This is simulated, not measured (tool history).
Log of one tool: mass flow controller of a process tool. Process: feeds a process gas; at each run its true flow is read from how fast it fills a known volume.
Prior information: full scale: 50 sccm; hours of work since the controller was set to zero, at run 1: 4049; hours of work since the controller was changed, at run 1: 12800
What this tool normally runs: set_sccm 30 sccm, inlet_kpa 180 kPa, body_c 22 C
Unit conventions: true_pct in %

run,day,set_sccm,inlet_kpa,body_c,hours of work since the controller was set to zero,hours of work since the controller was changed,true_pct
1,0.000,30,180,22,4049,12800,97.17
2,13.183,30,180,22,4253,13005,97.14
3,26.571,30,275,22,4461,13213,97.10
4,47.950,30,275,22,4794,13545,97.01
5,67.504,30,275,22,5098,13849,96.96
# day 69.079: controller's zero set anew
6,86.742,30,275,22,274,14147,97.16
7,104.562,30,154,22,551,14424,97.39
# day 108.979: controller's zero set anew, once more
8,123.212,30,180,22,221,14714,96.34
9,138.004,30,180,22,451,14944,96.38
10,147.558,30,180,22,600,15092,96.32
11,161.321,30,180,22,813,15306,96.54
12,173.954,30,149,32,1010,15502,96.10
# day 193.117: controller exchanged for a calibrated one
13,193.117,26,279,20,0,0,98.86
14,209.850,7,194,24,260,260,98.17
15,218.942,7,194,24,401,401,98.25
16,228.588,32,218,29,551,551,99.12
17,237.538,32,218,29,690,690,99.00
18,247.092,32,218,29,839,839,99.00
19,264.329,32,218,29,1107,1107,99.11

Forecast each of these 4 alternatives for the next run:
A,275.817,35,211,33,1285,1285,?
B,275.817,10,144,38,1285,1285,?
C,275.817,8,180,22,1285,1285,?
D,275.817,35,232,22,1285,1285,?

run,true_pct
A,99.12
B,98.17
C,98.53
D,99.18
With the hidden condition removed and each run's random variation left untouched, the same runs would have given:
run,true_pct
A,98.98
B,97.55
C,97.74
D,99.03
